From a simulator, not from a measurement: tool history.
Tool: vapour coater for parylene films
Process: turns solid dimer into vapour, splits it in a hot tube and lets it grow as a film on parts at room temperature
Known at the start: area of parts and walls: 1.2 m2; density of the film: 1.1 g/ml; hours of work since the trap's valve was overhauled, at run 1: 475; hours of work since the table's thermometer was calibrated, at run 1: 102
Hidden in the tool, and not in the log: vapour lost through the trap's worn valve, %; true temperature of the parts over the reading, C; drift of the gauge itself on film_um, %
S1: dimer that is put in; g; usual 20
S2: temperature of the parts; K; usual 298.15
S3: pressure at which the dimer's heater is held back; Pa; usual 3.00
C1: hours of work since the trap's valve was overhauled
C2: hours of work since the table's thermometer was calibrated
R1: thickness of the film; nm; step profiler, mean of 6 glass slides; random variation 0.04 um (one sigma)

Run 1, hour 0.0: usual settings; C1 475; C2 102. Result: R1 7950 nm.
Run 2, hour 9.8: usual settings but S1 14 g; C1 479; C2 106. Result: R1 5560 nm.
Run 3, hour 17.9: usual settings; C1 483; C2 109. Result: R1 7960 nm.
Run 4, hour 26.2: usual settings; C1 486; C2 113. Result: R1 7880 nm.
Run 5, hour 42.5: usual settings; C1 493; C2 119. Result: R1 7920 nm.
Run 6, hour 53.1: usual settings; C1 497; C2 123. Result: R1 7870 nm.
Run 7, hour 63.8: usual settings but S1 16 g; C1 501; C2 128. Result: R1 6280 nm.
Run 8, hour 71.8: usual settings but S1 16 g; C1 505; C2 131. Result: R1 6360 nm.
At hour 78.2: trap's valve overhauled.
Run 9, hour 88.8: usual settings but S1 16 g; C1 4; C2 136. Result: R1 6950 nm.
Run 10, hour 100.0: usual settings but S1 16 g; C1 9; C2 141. Result: R1 6990 nm.
Run 11, hour 114.5: usual settings but S1 9 g; C1 15; C2 147. Result: R1 3940 nm.
Run 12, hour 125.4: usual settings; C1 19; C2 151. Result: R1 8650 nm.
Run 13, hour 134.8: usual settings; C1 23; C2 155. Result: R1 8720 nm.
Run 14, hour 142.9: usual settings; C1 26; C2 158. Result: R1 8660 nm.
Run 15, hour 159.3: usual settings but S3 2.23 Pa; C1 33; C2 165. Result: R1 8830 nm.
Run 16, hour 170.8: usual settings but S1 31 g, S3 2.23 Pa; C1 38; C2 170. Result: R1 13610 nm.
Run 17, hour 183.9: usual settings but S3 8.73 Pa; C1 43; C2 175. Result: R1 8190 nm.
Run 18, hour 195.6: usual settings but S3 8.73 Pa; C1 48; C2 180. Result: R1 8150 nm.
Run 19, hour 210.4: usual settings but S3 8.73 Pa; C1 54; C2 186. Result: R1 8100 nm.
Run 20, hour 221.3: usual settings but S3 8.73 Pa; C1 58; C2 190. Result: R1 8110 nm.
Run 21, hour 231.1: usual settings; C1 62; C2 194. Result: R1 8620 nm.
Run 22, hour 245.9: usual settings but S3 2.24 Pa; C1 68; C2 200. Result: R1 8790 nm.
Run 23, hour 258.0: usual settings but S3 2.24 Pa; C1 73; C2 205. Result: R1 8720 nm.
Run 24, hour 265.7: usual settings but S1 17 g, S3 2.14 Pa; C1 76; C2 208. Result: R1 7480 nm.
At hour 268.0: table's thermometer calibrated.
Run 25, hour 280.1: usual settings but S1 9 g, S3 3.10 Pa; C1 81; C2 5. Result: R1 3900 nm.
Run 26, hour 296.4: usual settings but S1 9 g, S3 3.10 Pa; C1 88; C2 12. Result: R1 3870 nm.
Run 27, hour 313.1: usual settings but S1 33 g, S2 305.15 K, S3 3.57 Pa; C1 95; C2 18. Result: R1 10140 nm.
Run 28, hour 324.5: usual settings but S2 296.15 K, S3 3.57 Pa; C1 99; C2 23. Result: R1 9340 nm.
Run 29, hour 334.2: usual settings but S1 15 g, S2 300.15 K, S3 11.35 Pa; C1 103; C2 27. Result: R1 5430 nm.
At hour 347.5: table's thermometer calibrated, once more.
Run 30, hour 350.8: usual settings but S2 297.15 K; C1 110; C2 1. Result: R1 8720 nm.
Run 31, hour 361.4: usual settings but S2 297.15 K; C1 114; C2 6. Result: R1 8820 nm.
Run 32, hour 378.1: usual settings but S1 36 g, S2 299.15 K; C1 121; C2 12. Result: R1 14320 nm.
Run 33, hour 391.0: usual settings but S1 36 g, S2 299.15 K; C1 126; C2 18. Result: R1 14420 nm.
Run 34, hour 401.2: usual settings but S1 12 g, S2 309.15 K, S3 5.03 Pa; C1 130; C2 22. Result: R1 2890 nm.
Run 35, hour 417.3: usual settings but S1 12 g, S2 309.15 K, S3 5.03 Pa; C1 137; C2 28. Result: R1 2900 nm.
Run 36, hour 428.5: usual settings but S1 30 g, S2 291.15 K, S3 5.03 Pa; C1 141; C2 33. Result: R1 17160 nm.
Run 37, hour 437.4: usual settings but S1 12 g; C1 145; C2 36. Result: R1 5040 nm.
Run 38, hour 451.3: usual settings but S1 12 g; C1 150; C2 42. Result: R1 5030 nm.
Run 39, hour 467.7: usual settings but S1 12 g, S3 7.42 Pa; C1 157; C2 49. Result: R1 4730 nm.
Run 40, hour 476.4: usual settings but S1 10 g, S2 292.15 K, S3 2.23 Pa; C1 161; C2 52. Result: R1 5640 nm.
Run 41, hour 484.9: usual settings but S1 10 g, S2 292.15 K, S3 5.13 Pa; C1 164; C2 56. Result: R1 5400 nm.
Run 42, hour 499.2: usual settings but S3 2.52 Pa; C1 170; C2 61. Result: R1 8440 nm.
Run 43, hour 516.3: usual settings but S2 294.15 K; C1 177; C2 68. Result: R1 10020 nm.
Run 44, hour 525.0: usual settings but S2 294.15 K; C1 180; C2 72. Result: R1 10020 nm.

Hidden state at the last listed run before each entry between runs and at the first one after, where it differs:
Between runs 8 and 9: trap's valve overhauled (hour 78.2)
  vapour lost through the trap's worn valve, %: 9.7 -> 0.1
  measured less the result without the state, R1: -640 -> +40 nm
Between runs 24 and 25: table's thermometer calibrated (hour 268.0)
  vapour lost through the trap's worn valve, %: 1.5 -> 1.6; true temperature of the parts over the reading, C: -0.19 -> -0.26
  measured less the result without the state, R1: -50 -> -20 nm
Between runs 29 and 30: table's thermometer calibrated, once more (hour 347.5)
  vapour lost through the trap's worn valve, %: 2 -> 2.1; true temperature of the parts over the reading, C: -0.28 -> 0.16
  measured less the result without the state, R1: -40 -> -250 nm
